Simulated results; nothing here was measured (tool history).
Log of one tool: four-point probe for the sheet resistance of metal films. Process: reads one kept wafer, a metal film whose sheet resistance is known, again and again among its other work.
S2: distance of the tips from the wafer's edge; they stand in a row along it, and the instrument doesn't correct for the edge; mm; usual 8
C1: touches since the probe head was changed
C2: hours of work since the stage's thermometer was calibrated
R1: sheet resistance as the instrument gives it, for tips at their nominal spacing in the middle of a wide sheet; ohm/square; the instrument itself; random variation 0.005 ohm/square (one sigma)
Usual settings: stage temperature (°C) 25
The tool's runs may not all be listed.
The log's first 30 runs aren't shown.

{"run": 31, "hour": 1585.4, "stage temperature (°C)": 28, "S2": 5, "C1": 89112, "C2": 691, "R1": 25.345102}
{"run": 32, "hour": 1634.2, "stage temperature (°C)": 28, "S2": 5, "C1": 90664, "C2": 720, "R1": 25.347479}
{"run": 33, "hour": 1671.7, "stage temperature (°C)": 19, "S2": 17, "C1": 91855, "C2": 742, "R1": 25.222091}
{"run": 34, "hour": 1716.7, "stage temperature (°C)": 19, "S2": 17, "C1": 93285, "C2": 769, "R1": 25.213427}
{"run": 35, "hour": 1784.0, "stage temperature (°C)": 19, "S2": 20, "C1": 95425, "C2": 810, "R1": 25.201039}
{"run": 36, "hour": 1853.5, "stage temperature (°C)": 21, "S2": 4, "C1": 97633, "C2": 851, "R1": 25.512701}
{"run": 37, "hour": 1894.3, "stage temperature (°C)": 21, "S2": 4, "C1": 98930, "C2": 875, "R1": 25.524483}
{"run": 38, "hour": 1925.5, "stage temperature (°C)": 34, "S2": 47, "C1": 99922, "C2": 894, "R1": 25.081429}
{"run": 39, "hour": 1958.0, "stage temperature (°C)": 24, "S2": 4, "C1": 100955, "C2": 914, "R1": 25.507728}
{"run": 40, "hour": 2011.6, "stage temperature (°C)": 19, "S2": 4, "C1": 102656, "C2": 946, "R1": 25.532184}
{"run": 41, "hour": 2083.7, "stage temperature (°C)": 34, "S2": 4, "C1": 104948, "C2": 989, "R1": 25.415546}
{"run": 42, "hour": 2156.9, "stage temperature (°C)": 34, "S2": 4, "C1": 107276, "C2": 1032, "R1": 25.415645}
{"run": 43, "hour": 2190.1, "stage temperature (°C)": 25, "S2": 4, "C1": 108329, "C2": 1052, "R1": 25.490255}
{"run": 44, "hour": 2235.6, "stage temperature (°C)": 26, "S2": 5, "C1": 109776, "C2": 1080, "R1": 25.358769}

4 ways to go on from here, each from the tool as it stands after run 44. What would each give?
{"run": "A", "hour": 2285.5, "stage temperature (°C)": 19, "S2": 32, "C1": 111364, "C2": 1109, "R1": "?"}
{"run": "B", "hour": 2285.5, "stage temperature (°C)": 26, "S2": 8, "C1": 111364, "C2": 1109, "R1": "?"}
{"run": "C", "hour": 2285.5, "stage temperature (°C)": 25, "S2": 49, "C1": 111364, "C2": 1109, "R1": "?"}
{"run": "D", "hour": 2285.5, "stage temperature (°C)": 20, "S2": 20, "C1": 111364, "C2": 1109, "R1": "?"}

run=A R1=25.201792
run=B R1=25.225119
run=C R1=25.149194
run=D R1=25.197461
Without the tool's hidden state the same runs would have given:
run=A R1=25.199514
run=B R1=25.222851
run=C R1=25.146932
run=D R1=25.195186
